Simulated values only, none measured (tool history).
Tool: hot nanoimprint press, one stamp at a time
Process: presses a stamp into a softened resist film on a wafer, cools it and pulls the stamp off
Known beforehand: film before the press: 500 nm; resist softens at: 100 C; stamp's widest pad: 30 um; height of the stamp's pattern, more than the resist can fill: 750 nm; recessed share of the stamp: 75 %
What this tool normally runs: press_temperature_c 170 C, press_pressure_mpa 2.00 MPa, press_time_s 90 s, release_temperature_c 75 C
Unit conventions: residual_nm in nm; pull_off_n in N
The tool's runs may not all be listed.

{"run": 1, "day": 0.0, "press_temperature_c": 170, "press_pressure_mpa": 2.0, "press_time_s": 90, "release_temperature_c": 75, "residual_nm": 196.2, "pull_off_n": 209}
{"day": 0.258, "done": "plate thermocouple calibrated"}
{"run": 2, "day": 0.796, "press_temperature_c": 170, "press_pressure_mpa": 2.0, "press_time_s": 90, "release_temperature_c": 73, "residual_nm": 183.4, "pull_off_n": 216}
{"day": 1.712, "done": "stamp cleaned and given a new release coat"}
{"run": 3, "day": 1.767, "press_temperature_c": 170, "press_pressure_mpa": 2.0, "press_time_s": 90, "release_temperature_c": 73, "residual_nm": 183.2, "pull_off_n": 174}
{"run": 4, "day": 2.171, "press_temperature_c": 170, "press_pressure_mpa": 2.0, "press_time_s": 57, "release_temperature_c": 73, "residual_nm": 221.5, "pull_off_n": 172}
{"run": 5, "day": 2.671, "press_temperature_c": 170, "press_pressure_mpa": 2.0, "press_time_s": 57, "release_temperature_c": 73, "residual_nm": 219.9, "pull_off_n": 173}
{"run": 6, "day": 3.112, "press_temperature_c": 170, "press_pressure_mpa": 2.0, "press_time_s": 57, "release_temperature_c": 80, "residual_nm": 221.4, "pull_off_n": 166}
{"run": 7, "day": 3.629, "press_temperature_c": 170, "press_pressure_mpa": 2.0, "press_time_s": 57, "release_temperature_c": 80, "residual_nm": 222.2, "pull_off_n": 168}
{"run": 8, "day": 4.046, "press_temperature_c": 170, "press_pressure_mpa": 2.0, "press_time_s": 57, "release_temperature_c": 80, "residual_nm": 220.6, "pull_off_n": 165}
{"run": 9, "day": 4.629, "press_temperature_c": 170, "press_pressure_mpa": 2.0, "press_time_s": 57, "release_temperature_c": 80, "residual_nm": 222.2, "pull_off_n": 169}
{"run": 10, "day": 5.338, "press_temperature_c": 170, "press_pressure_mpa": 2.0, "press_time_s": 57, "release_temperature_c": 80, "residual_nm": 223.0, "pull_off_n": 169}
{"run": 11, "day": 5.846, "press_temperature_c": 170, "press_pressure_mpa": 1.46, "press_time_s": 90, "release_temperature_c": 75, "residual_nm": 215.0, "pull_off_n": 180}
{"run": 12, "day": 6.438, "press_temperature_c": 167, "press_pressure_mpa": 2.0, "press_time_s": 47, "release_temperature_c": 63, "residual_nm": 266.8, "pull_off_n": 192}
{"run": 13, "day": 7.033, "press_temperature_c": 170, "press_pressure_mpa": 2.3, "press_time_s": 137, "release_temperature_c": 75, "residual_nm": 147.5, "pull_off_n": 177}
{"run": 14, "day": 7.475, "press_temperature_c": 170, "press_pressure_mpa": 2.3, "press_time_s": 137, "release_temperature_c": 75, "residual_nm": 147.1, "pull_off_n": 180}
{"run": 15, "day": 8.121, "press_temperature_c": 170, "press_pressure_mpa": 2.3, "press_time_s": 137, "release_temperature_c": 75, "residual_nm": 147.3, "pull_off_n": 182}
{"run": 16, "day": 8.612, "press_temperature_c": 170, "press_pressure_mpa": 2.3, "press_time_s": 137, "release_temperature_c": 75, "residual_nm": 149.1, "pull_off_n": 182}
{"run": 17, "day": 9.062, "press_temperature_c": 177, "press_pressure_mpa": 1.83, "press_time_s": 90, "release_temperature_c": 75, "residual_nm": 148.1, "pull_off_n": 183}
{"run": 18, "day": 9.483, "press_temperature_c": 177, "press_pressure_mpa": 2.96, "press_time_s": 71, "release_temperature_c": 82, "residual_nm": 130.3, "pull_off_n": 175}
{"run": 19, "day": 10.129, "press_temperature_c": 171, "press_pressure_mpa": 2.57, "press_time_s": 48, "release_temperature_c": 75, "residual_nm": 207.8, "pull_off_n": 185}
{"run": 20, "day": 10.938, "press_temperature_c": 171, "press_pressure_mpa": 2.57, "press_time_s": 48, "release_temperature_c": 75, "residual_nm": 209.9, "pull_off_n": 187}
{"run": 21, "day": 11.388, "press_temperature_c": 171, "press_pressure_mpa": 2.57, "press_time_s": 73, "release_temperature_c": 76, "residual_nm": 176.6, "pull_off_n": 181}
{"run": 22, "day": 12.192, "press_temperature_c": 171, "press_pressure_mpa": 2.57, "press_time_s": 73, "release_temperature_c": 76, "residual_nm": 177.3, "pull_off_n": 188}

Some steps in residual_nm between neighbouring runs. How much of each would the tool show without its hidden state too (settings, what came in, random variation), and how much is left for the hidden state, with any gauge scatter that isn't in both results?
Hidden state present: true temperature over the reading, C; pressure that arrives at the usual setting, %; grip of the stamp's worn release coat, % over a new coat's; drift of the gauge itself on residual_nm, %; drift of the gauge itself on pull_off_n, %.
Run 1 -> 2: release_temperature_c 75 -> 73, plate thermocouple calibrated. residual_nm -12.8 nm: hidden state -11.8, all else -1.0.
Run 12 -> 13: press_temperature_c 167 -> 170, press_pressure_mpa 2.00 -> 2.30, press_time_s 47 -> 137, release_temperature_c 63 -> 75. residual_nm -119.3 nm: hidden state -2.2, all else -117.1.
Run 18 -> 19: press_temperature_c 177 -> 171, press_pressure_mpa 2.96 -> 2.57, press_time_s 71 -> 48, release_temperature_c 82 -> 75. residual_nm +77.5 nm: hidden state +3.3, all else +74.2.

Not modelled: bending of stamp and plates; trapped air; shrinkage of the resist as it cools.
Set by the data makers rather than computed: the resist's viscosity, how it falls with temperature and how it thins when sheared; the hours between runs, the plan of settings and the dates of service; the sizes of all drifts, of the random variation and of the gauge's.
